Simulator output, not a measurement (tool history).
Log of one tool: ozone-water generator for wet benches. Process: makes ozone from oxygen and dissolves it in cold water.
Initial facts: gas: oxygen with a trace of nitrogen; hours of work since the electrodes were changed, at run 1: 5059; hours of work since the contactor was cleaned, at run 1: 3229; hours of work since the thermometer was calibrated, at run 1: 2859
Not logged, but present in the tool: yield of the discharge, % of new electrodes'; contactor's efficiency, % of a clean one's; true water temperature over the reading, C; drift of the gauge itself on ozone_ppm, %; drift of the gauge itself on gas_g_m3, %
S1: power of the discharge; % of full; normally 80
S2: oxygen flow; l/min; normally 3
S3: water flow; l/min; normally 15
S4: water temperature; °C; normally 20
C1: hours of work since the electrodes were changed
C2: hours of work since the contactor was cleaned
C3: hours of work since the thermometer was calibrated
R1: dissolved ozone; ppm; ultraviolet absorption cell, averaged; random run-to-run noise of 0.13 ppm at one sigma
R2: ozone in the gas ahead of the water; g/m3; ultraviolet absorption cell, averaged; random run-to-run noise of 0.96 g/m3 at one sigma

run    hour  S1    S2  S3  S4    C1    C2    C3    R1     R2
  1       0  80     3  15  20  5059  3229  2859  10.7  122.7
  2   143.3  54     3  15  20  5149  3319  2949   8.6   99.2
  3   299.8  54     3  15  20  5247  3418  3047   8.4   97.7
  4   421.5  54     3  15  20  5324  3494  3124   8.3   97.1
  5   606.3  54     3  15  20  5440  3610  3240   8.4   96.4
  6   806.1  80     3  14  20  5565  3735  3365  10.6  118.8
  7  1004.3  80  4.47  15  20  5689  3860  3489  10.9  100.3
  8  1125.6  80     3  15  20  5766  3936  3565    10  118.3
  9  1259.9  80     3  15  20  5850  4020  3650   9.8  117.7
 10  1357.4  80     3  15  20  5911  4082  3711   9.9    116
 11  1538.5  80     3  15  20  6025  4195  3825   9.7  115.6
 12  1705.5  80     3  15  20  6130  4300  3929   9.8  114.6
     1749.8  -- contactor cleaned
 13  1832.8  80     3  20  20  6207    52  4007   8.2  113.7
 14  1990.9  80  2.56  20  20  6306   151  4106   7.7  121.1
 15  2161.4  80     3  15  27  6413   258  4213   9.1  111.6
 16  2389.1  80     3  15  27  6556   401  4356   9.2    111
 17  2485.4  80     3  15  27  6617   462  4417     9  111.4
     2642.4  -- water thermometer calibrated
 18  2716.6  55  2.18  11  19  6761   607    47    10  104.3
 19  2909.6  96     3  14  20  6883   728   168  11.3  118.9
     3003.9  -- electrodes of the discharge changed
 20  3128.8  96     3  14  20    78   862   302  17.8  189.1
 21  3301.8  62  2.73  10  13   187   970   410    18    141
 22  3429.5  64  2.68  17  13   267  1050   490  11.5  145.6
 23  3529.2  64  2.68  17  13   330  1113   553  11.8  145.4
 24  3645.4  45     3  10  20   403  1186   626  12.8  106.4
 25  3835.1  76  2.15  15  20   522  1305   745  12.9    180
 26  3935.4  76  2.15  22  22   585  1368   808   8.9  177.5
 27    4054  80     3  15  21   659  1442   882  14.2  160.7
 28  4162.8  89     3  15  20   727  1511   951  15.6  172.5
 29    4307  80  3.21  15  18   818  1601  1041  14.9  154.9
 30  4402.1  80  3.21  15  18   878  1661  1101  14.6    155
 31  4502.8  97  2.82  15  20   941  1724  1164  16.1  185.5
 32  4684.1  80     3  22  20  1055  1838  1278    10  160.1
 33  4884.9  85     3  21  20  1181  1964  1404  10.8  164.5

3 ways to go on from here, each from the tool as it stands after run 33. What would each give?
  A  5013.2  71     3  15  14  1261  2044  1484   ?   ?
  B  5013.2  80   3.4  15  12  1261  2044  1484   ?   ?
  C  5013.2  80  2.93  17  25  1261  2044  1484   ?   ?

run    R1     R2
  A  13.5  144.4
  B  15.3  148.3
  C  11.4  157.6
What these runs would have given with no unlogged condition in the tool:
run    R1     R2
  A  14.7  150.5
  B  16.6  155.1
  C  12.4  164.9
